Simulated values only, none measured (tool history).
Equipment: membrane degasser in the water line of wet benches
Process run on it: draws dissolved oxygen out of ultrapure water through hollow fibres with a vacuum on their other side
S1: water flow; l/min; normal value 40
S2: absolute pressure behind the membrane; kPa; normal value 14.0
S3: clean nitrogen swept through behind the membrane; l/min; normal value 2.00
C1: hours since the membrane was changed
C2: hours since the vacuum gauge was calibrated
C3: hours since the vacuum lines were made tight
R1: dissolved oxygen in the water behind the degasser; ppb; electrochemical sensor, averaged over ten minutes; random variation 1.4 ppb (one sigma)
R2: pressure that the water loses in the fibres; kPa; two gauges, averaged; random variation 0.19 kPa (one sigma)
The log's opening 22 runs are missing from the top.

run	hour	S1	S2	S3	C1	C2	C3	R1	R2
23	2582.4	32	13.2	4.53	5068	300	1180	168.4	30.60
24	2676.0	40	10.8	4.47	5161	394	1274	163.9	38.29
25	2795.3	34	10.1	0.90	5280	513	1393	503.5	32.79
26	2915.0	28	14.0	2.00	5400	633	1513	337.3	26.74
27	3081.8	56	14.0	2.00	5567	800	1680	613.2	53.61
28	3203.4	40	14.2	1.39	5688	921	1801	631.5	38.67
29	3351.1	26	34.6	1.13	5836	1069	1949	1355.2	24.78
30	3517.3	45	14.0	2.00	6002	1235	2115	512.0	43.08
31	3624.9	35	14.0	0.84	6110	1343	2223	820.2	33.56
32	3745.5	32	13.4	2.00	6231	1463	2343	360.1	30.80

Alternative continuations, all from the tool just after run 32; predict every row:
A	3908.0	40	16.3	2.00	6393	1626	2506	?	?
B	3908.0	37	28.1	3.03	6393	1626	2506	?	?
C	3908.0	50	13.8	1.02	6393	1626	2506	?	?
D	3908.0	59	30.6	2.00	6393	1626	2506	?	?

run	R1	R2
A	557.3	38.52
B	661.3	35.79
C	916.9	48.19
D	1461.8	57.19
What these runs would have given with no unlogged condition in the tool:
run	R1	R2
A	556.5	37.43
B	659.9	34.77
C	917.3	46.82
D	1460.0	55.57
